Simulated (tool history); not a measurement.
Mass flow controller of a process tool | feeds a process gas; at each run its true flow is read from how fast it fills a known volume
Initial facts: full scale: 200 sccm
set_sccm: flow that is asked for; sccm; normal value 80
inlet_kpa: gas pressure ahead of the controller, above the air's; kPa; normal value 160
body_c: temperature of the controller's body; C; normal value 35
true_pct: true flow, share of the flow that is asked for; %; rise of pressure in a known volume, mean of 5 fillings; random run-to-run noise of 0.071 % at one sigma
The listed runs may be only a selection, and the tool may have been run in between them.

{"run": 1, "hour": 0.0, "set_sccm": 80, "inlet_kpa": 160, "body_c": 35, "true_pct": 100.04}
{"run": 2, "hour": 294.6, "set_sccm": 80, "inlet_kpa": 160, "body_c": 35, "true_pct": 99.94}
{"run": 3, "hour": 518.1, "set_sccm": 80, "inlet_kpa": 160, "body_c": 35, "true_pct": 99.8}
{"run": 4, "hour": 741.2, "set_sccm": 80, "inlet_kpa": 160, "body_c": 31, "true_pct": 99.62}
{"run": 5, "hour": 913.3, "set_sccm": 80, "inlet_kpa": 160, "body_c": 38, "true_pct": 99.71}
{"run": 6, "hour": 1124.6, "set_sccm": 80, "inlet_kpa": 160, "body_c": 38, "true_pct": 99.63}
{"run": 7, "hour": 1459.8, "set_sccm": 80, "inlet_kpa": 160, "body_c": 38, "true_pct": 99.56}
{"run": 8, "hour": 1766.3, "set_sccm": 80, "inlet_kpa": 160, "body_c": 38, "true_pct": 99.42}
{"run": 9, "hour": 2066.4, "set_sccm": 80, "inlet_kpa": 160, "body_c": 38, "true_pct": 99.28}
{"run": 10, "hour": 2349.5, "set_sccm": 159, "inlet_kpa": 160, "body_c": 35, "true_pct": 99.28}
{"run": 11, "hour": 2566.4, "set_sccm": 159, "inlet_kpa": 160, "body_c": 35, "true_pct": 99.16}
{"run": 12, "hour": 2797.0, "set_sccm": 159, "inlet_kpa": 160, "body_c": 35, "true_pct": 99.06}
{"run": 13, "hour": 3151.3, "set_sccm": 159, "inlet_kpa": 160, "body_c": 35, "true_pct": 98.75}
{"run": 14, "hour": 3319.5, "set_sccm": 159, "inlet_kpa": 160, "body_c": 35, "true_pct": 98.74}
{"run": 15, "hour": 3607.0, "set_sccm": 159, "inlet_kpa": 160, "body_c": 35, "true_pct": 98.7}
{"run": 16, "hour": 3767.6, "set_sccm": 159, "inlet_kpa": 160, "body_c": 25, "true_pct": 98.29}
{"run": 17, "hour": 4009.3, "set_sccm": 80, "inlet_kpa": 172, "body_c": 35, "true_pct": 98.21}
{"run": 18, "hour": 4366.0, "set_sccm": 80, "inlet_kpa": 172, "body_c": 35, "true_pct": 98.05}
{"hour": 4564.4, "done": "gauge calibrated"}
{"run": 19, "hour": 4739.1, "set_sccm": 80, "inlet_kpa": 145, "body_c": 35, "true_pct": 100.16}
{"run": 20, "hour": 5117.5, "set_sccm": 80, "inlet_kpa": 145, "body_c": 35, "true_pct": 99.92}
{"run": 21, "hour": 5342.9, "set_sccm": 80, "inlet_kpa": 160, "body_c": 35, "true_pct": 99.72}
{"run": 22, "hour": 5714.9, "set_sccm": 80, "inlet_kpa": 160, "body_c": 35, "true_pct": 99.6}
{"run": 23, "hour": 5916.0, "set_sccm": 80, "inlet_kpa": 160, "body_c": 22, "true_pct": 99.1}
{"run": 24, "hour": 6281.5, "set_sccm": 80, "inlet_kpa": 160, "body_c": 22, "true_pct": 98.7}
{"run": 25, "hour": 6543.8, "set_sccm": 78, "inlet_kpa": 145, "body_c": 27, "true_pct": 98.74}
{"run": 26, "hour": 6766.1, "set_sccm": 78, "inlet_kpa": 145, "body_c": 27, "true_pct": 98.86}
{"run": 27, "hour": 7060.0, "set_sccm": 22, "inlet_kpa": 226, "body_c": 35, "true_pct": 98.51}
{"run": 28, "hour": 7426.2, "set_sccm": 91, "inlet_kpa": 235, "body_c": 32, "true_pct": 98.48}
{"run": 29, "hour": 7779.9, "set_sccm": 122, "inlet_kpa": 190, "body_c": 27, "true_pct": 98.38}
{"run": 30, "hour": 8123.7, "set_sccm": 80, "inlet_kpa": 171, "body_c": 21, "true_pct": 97.6}
{"run": 31, "hour": 8313.5, "set_sccm": 111, "inlet_kpa": 160, "body_c": 35, "true_pct": 98.34}
{"run": 32, "hour": 8579.0, "set_sccm": 80, "inlet_kpa": 160, "body_c": 35, "true_pct": 98.12}
{"run": 33, "hour": 8764.8, "set_sccm": 31, "inlet_kpa": 203, "body_c": 35, "true_pct": 97.86}
{"run": 34, "hour": 9144.0, "set_sccm": 80, "inlet_kpa": 166, "body_c": 35, "true_pct": 98.01}
{"run": 35, "hour": 9499.8, "set_sccm": 178, "inlet_kpa": 194, "body_c": 39, "true_pct": 98.28}
{"run": 36, "hour": 9879.1, "set_sccm": 178, "inlet_kpa": 194, "body_c": 39, "true_pct": 97.99}
{"run": 37, "hour": 10242.2, "set_sccm": 80, "inlet_kpa": 253, "body_c": 35, "true_pct": 97.2}
{"run": 38, "hour": 10605.5, "set_sccm": 164, "inlet_kpa": 160, "body_c": 30, "true_pct": 97.42}
{"run": 39, "hour": 10807.0, "set_sccm": 115, "inlet_kpa": 250, "body_c": 30, "true_pct": 96.85}
{"run": 40, "hour": 11008.2, "set_sccm": 80, "inlet_kpa": 171, "body_c": 35, "true_pct": 97.03}
{"hour": 11078.0, "done": "controller's zero set anew"}
{"run": 41, "hour": 11353.6, "set_sccm": 80, "inlet_kpa": 171, "body_c": 35, "true_pct": 96.95}
{"hour": 11709.2, "done": "gauge calibrated"}
{"run": 42, "hour": 11726.9, "set_sccm": 80, "inlet_kpa": 195, "body_c": 35, "true_pct": 99.88}
{"run": 43, "hour": 12030.9, "set_sccm": 80, "inlet_kpa": 195, "body_c": 35, "true_pct": 99.73}
{"run": 44, "hour": 12288.7, "set_sccm": 80, "inlet_kpa": 195, "body_c": 35, "true_pct": 99.62}
{"run": 45, "hour": 12450.4, "set_sccm": 80, "inlet_kpa": 195, "body_c": 35, "true_pct": 99.56}
{"run": 46, "hour": 12823.3, "set_sccm": 80, "inlet_kpa": 195, "body_c": 37, "true_pct": 99.51}
{"run": 47, "hour": 13171.6, "set_sccm": 164, "inlet_kpa": 144, "body_c": 37, "true_pct": 99.73}

Branching from run 47: 5 alternative next runs. What would each branch give?
{"run": "A", "hour": 13401.4, "set_sccm": 51, "inlet_kpa": 144, "body_c": 33, "true_pct": "?"}
{"run": "B", "hour": 13401.4, "set_sccm": 164, "inlet_kpa": 262, "body_c": 37, "true_pct": "?"}
{"run": "C", "hour": 13401.4, "set_sccm": 145, "inlet_kpa": 177, "body_c": 27, "true_pct": "?"}
{"run": "D", "hour": 13401.4, "set_sccm": 175, "inlet_kpa": 160, "body_c": 29, "true_pct": "?"}
{"run": "E", "hour": 13401.4, "set_sccm": 47, "inlet_kpa": 250, "body_c": 32, "true_pct": "?"}

run=A true_pct=99.05
run=B true_pct=99.25
run=C true_pct=99.12
run=D true_pct=99.37
run=E true_pct=98.7
Without the tool's hidden state the same runs would have given:
run=A true_pct=99.84
run=B true_pct=100.04
run=C true_pct=99.91
run=D true_pct=100.16
run=E true_pct=99.49
